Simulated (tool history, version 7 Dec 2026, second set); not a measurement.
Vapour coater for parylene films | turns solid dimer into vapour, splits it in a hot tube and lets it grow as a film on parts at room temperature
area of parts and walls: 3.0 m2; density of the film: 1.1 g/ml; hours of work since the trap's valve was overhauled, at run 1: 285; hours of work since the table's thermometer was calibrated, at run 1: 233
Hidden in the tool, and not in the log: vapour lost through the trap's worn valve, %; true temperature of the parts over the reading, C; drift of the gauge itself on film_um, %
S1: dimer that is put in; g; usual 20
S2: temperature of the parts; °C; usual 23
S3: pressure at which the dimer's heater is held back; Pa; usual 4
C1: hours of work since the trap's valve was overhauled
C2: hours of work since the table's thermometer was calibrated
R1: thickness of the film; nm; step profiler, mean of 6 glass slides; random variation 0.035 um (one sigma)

| run | hour | S1 | S2 | S3 | C1 | C2 | R1 |
|---|---|---|---|---|---|---|---|
| 1 | 0 | 20 | 23 | 4 | 285 | 233 | 3400 |
| 2 | 32.2 | 20 | 23 | 4 | 298 | 246 | 3350 |
| 3 | 61.7 | 20 | 23 | 4 | 310 | 258 | 3340 |
| 4 | 94.6 | 20 | 22 | 4 | 324 | 271 | 3520 |
| 5 | 117.7 | 20 | 22 | 4 | 333 | 280 | 3430 |
| 6 | 152.3 | 20 | 22 | 4 | 347 | 294 | 3460 |
| 7 | 166.6 | 20 | 22 | 4 | 353 | 300 | 3440 |
| 8 | 185.1 | 20 | 23 | 4 | 360 | 307 | 3230 |
| 9 | 210.5 | 20 | 23 | 4 | 370 | 318 | 3260 |
| 10 | 232.8 | 10 | 23 | 4 | 379 | 327 | 1630 |
| 11 | 266.4 | 28 | 28 | 4 | 393 | 340 | 3550 |
| 12 | 291.6 | 28 | 28 | 4 | 403 | 350 | 3550 |
| 13 | 325.1 | 30 | 33 | 3.1 | 417 | 364 | 3150 |
| 14 | 357.3 | 30 | 33 | 3.1 | 430 | 377 | 3160 |

Run 15 comes next. What will it give?
| 15 | 384.6 | 11 | 21 | 2.27 | 441 | 388 | ? |

Run 15 gave R1 2210 nm.
Without the tool's hidden state the same run would have given R1 2480 nm.
